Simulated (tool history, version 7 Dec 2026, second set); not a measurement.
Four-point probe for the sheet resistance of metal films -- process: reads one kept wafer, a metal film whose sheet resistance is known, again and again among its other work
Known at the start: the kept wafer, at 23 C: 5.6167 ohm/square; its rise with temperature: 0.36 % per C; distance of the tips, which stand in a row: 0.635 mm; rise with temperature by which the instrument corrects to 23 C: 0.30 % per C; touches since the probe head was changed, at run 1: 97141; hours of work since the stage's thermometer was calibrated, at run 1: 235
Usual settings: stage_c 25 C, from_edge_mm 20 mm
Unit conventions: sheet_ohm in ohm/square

| run | hour | stage_c | from_edge_mm | touches since the probe head was changed | hours of work since the stage's thermometer was calibrated | sheet_ohm |
|---|---|---|---|---|---|---|
| 1 | 0.0 | 25 | 20 | 97141 | 235 | 5.625193 |
| 2 | 12.5 | 25 | 20 | 97599 | 241 | 5.627535 |
| 3 | 29.0 | 25 | 20 | 98205 | 248 | 5.625668 |
| 4 | 48.8 | 25 | 20 | 98927 | 257 | 5.628108 |
| 5 | 65.9 | 25 | 20 | 99556 | 265 | 5.626081 |
| 6 | 81.9 | 25 | 20 | 100140 | 272 | 5.624518 |
| 7 | 98.2 | 25 | 20 | 100736 | 280 | 5.624904 |
| 8 | 106.6 | 25 | 20 | 101046 | 284 | 5.626046 |
| 9 | 115.9 | 25 | 20 | 101384 | 288 | 5.628572 |
| 10 | 129.8 | 25 | 4 | 101896 | 295 | 5.699555 |
| 11 | 143.6 | 25 | 5 | 102400 | 301 | 5.670440 |
| 12 | 159.1 | 25 | 5 | 102966 | 308 | 5.669418 |
| 13 | 176.0 | 25 | 5 | 103587 | 316 | 5.670657 |
| 14 | 191.8 | 25 | 5 | 104163 | 323 | 5.671126 |
| 15 | 204.4 | 30 | 6 | 104627 | 329 | 5.674402 |
| 16 | 222.5 | 30 | 6 | 105288 | 337 | 5.672617 |
| 17 | 241.2 | 19 | 20 | 105975 | 346 | 5.605444 |
| 18 | 251.7 | 29 | 10 | 106360 | 351 | 5.648490 |
| 19 | 265.3 | 32 | 3 | 106857 | 357 | 5.779979 |
| 20 | 283.2 | 32 | 3 | 107512 | 365 | 5.780434 |
| 21 | 302.5 | 26 | 74 | 108219 | 374 | 5.628455 |

3 options for the next run, each taken on its own from the tool as it stands now. Forecast them:
| A | 311.5 | 29 | 4 | 108547 | 378 | ? |
| B | 311.5 | 26 | 21 | 108547 | 378 | ? |
| C | 311.5 | 20 | 13 | 108547 | 378 | ? |

| run | sheet_ohm |
|---|---|
| A | 5.714212 |
| B | 5.628283 |
| C | 5.611524 |
Without the tool's hidden state the same runs would have given:
| run | sheet_ohm |
|---|---|
| A | 5.714420 |
| B | 5.628488 |
| C | 5.611728 |
